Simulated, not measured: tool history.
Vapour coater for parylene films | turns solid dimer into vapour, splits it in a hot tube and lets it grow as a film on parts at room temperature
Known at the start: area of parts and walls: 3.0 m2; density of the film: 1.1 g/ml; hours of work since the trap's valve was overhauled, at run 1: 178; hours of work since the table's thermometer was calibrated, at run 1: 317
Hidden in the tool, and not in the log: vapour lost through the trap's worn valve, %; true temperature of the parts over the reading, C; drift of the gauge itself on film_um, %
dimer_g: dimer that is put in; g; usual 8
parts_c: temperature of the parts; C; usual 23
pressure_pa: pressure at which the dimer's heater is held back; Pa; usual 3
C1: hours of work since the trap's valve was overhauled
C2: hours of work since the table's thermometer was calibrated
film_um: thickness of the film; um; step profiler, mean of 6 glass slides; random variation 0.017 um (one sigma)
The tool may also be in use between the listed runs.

Run 1, hour 0: usual settings; C1 178; C2 317. Result: film_um 1.14 um.
Run 2, hour 7.2: usual settings; C1 183; C2 323. Result: film_um 1.16 um.
Run 3, hour 15.2: usual settings; C1 189; C2 329. Result: film_um 1.15 um.
Run 4, hour 21.9: usual settings; C1 194; C2 334. Result: film_um 1.12 um.
Run 5, hour 34.2: usual settings; C1 203; C2 343. Result: film_um 1.17 um.
Run 6, hour 43.3: usual settings but dimer_g 4 g; C1 210; C2 350. Result: film_um 0.57 um.
Run 7, hour 55.8: usual settings but pressure_pa 2.04 Pa; C1 220; C2 359. Result: film_um 1.25 um.
Run 8, hour 63.2: usual settings but dimer_g 10 g; C1 225; C2 365. Result: film_um 1.43 um.
Run 9, hour 74.3: usual settings but dimer_g 10 g; C1 233; C2 373. Result: film_um 1.45 um.
Run 10, hour 81.6: usual settings; C1 239; C2 378. Result: film_um 1.15 um.
Run 11, hour 97.9: usual settings but pressure_pa 2.84 Pa; C1 251; C2 390. Result: film_um 1.16 um.
Run 12, hour 114.1: usual settings but pressure_pa 5.21 Pa; C1 263; C2 403. Result: film_um 1.01 um.
Run 13, hour 125.7: usual settings but pressure_pa 5.21 Pa; C1 272; C2 411. Result: film_um 0.97 um.
Run 14, hour 140.7: usual settings but pressure_pa 5.21 Pa; C1 283; C2 423. Result: film_um 1 um.
At hour 153.9: trap's valve overhauled.
Run 15, hour 161: usual settings but dimer_g 5 g, parts_c 16 C, pressure_pa 3.69 Pa; C1 5; C2 435. Result: film_um 0.94 um.
Run 16, hour 170.7: usual settings but dimer_g 11 g, parts_c 31 C; C1 13; C2 442. Result: film_um 1.25 um.
Run 17, hour 185: usual settings but dimer_g 4 g, parts_c 26 C, pressure_pa 2.83 Pa; C1 23; C2 453. Result: film_um 0.54 um.
Run 18, hour 198.2: usual settings but dimer_g 4 g, parts_c 26 C, pressure_pa 2.83 Pa; C1 33; C2 463. Result: film_um 0.57 um.
Run 19, hour 205.4: usual settings but dimer_g 4 g, parts_c 26 C, pressure_pa 2.83 Pa; C1 39; C2 468. Result: film_um 0.52 um.
Run 20, hour 222.2: usual settings but dimer_g 10 g, parts_c 35 C, pressure_pa 4 Pa; C1 51; C2 481. Result: film_um 0.9 um.
Run 21, hour 234.6: usual settings but dimer_g 10 g, parts_c 35 C, pressure_pa 3.52 Pa; C1 60; C2 490. Result: film_um 0.97 um.
Run 22, hour 243.3: usual settings but dimer_g 10 g, parts_c 32 C, pressure_pa 3.52 Pa; C1 67; C2 496. Result: film_um 1.04 um.
Run 23, hour 258.7: usual settings but dimer_g 10 g, pressure_pa 2.01 Pa; C1 78; C2 508. Result: film_um 1.62 um.
Run 24, hour 275.1: usual settings but dimer_g 4 g, parts_c 25 C, pressure_pa 3.05 Pa; C1 91; C2 520. Result: film_um 0.53 um.
Run 25, hour 290.1: usual settings but dimer_g 4 g, parts_c 25 C, pressure_pa 3.05 Pa; C1 102; C2 531. Result: film_um 0.53 um.
Run 26, hour 299.4: usual settings but dimer_g 4 g, parts_c 25 C, pressure_pa 3.05 Pa; C1 109; C2 538. Result: film_um 0.55 um.
Run 27, hour 306.1: usual settings but dimer_g 4 g, parts_c 25 C, pressure_pa 3.05 Pa; C1 114; C2 543. Result: film_um 0.53 um.

3 ways to go on from here, each from the tool as it stands after run 27. What would each give?
Run A, hour 313.1: usual settings but parts_c 15 C, pressure_pa 4.85 Pa; C1 119; C2 549. Result: film_um ?.
Run B, hour 313.1: usual settings but dimer_g 6 g, parts_c 32 C, pressure_pa 4.87 Pa; C1 119; C2 549. Result: film_um ?.
Run C, hour 313.1: usual settings but dimer_g 4 g, parts_c 25 C, pressure_pa 11.1 Pa; C1 119; C2 549. Result: film_um ?.

run  film_um
  A     1.41
  B     0.58
  C     0.42
Without the tool's hidden state the same runs would have given:
run  film_um
  A     1.48
  B     0.61
  C     0.44
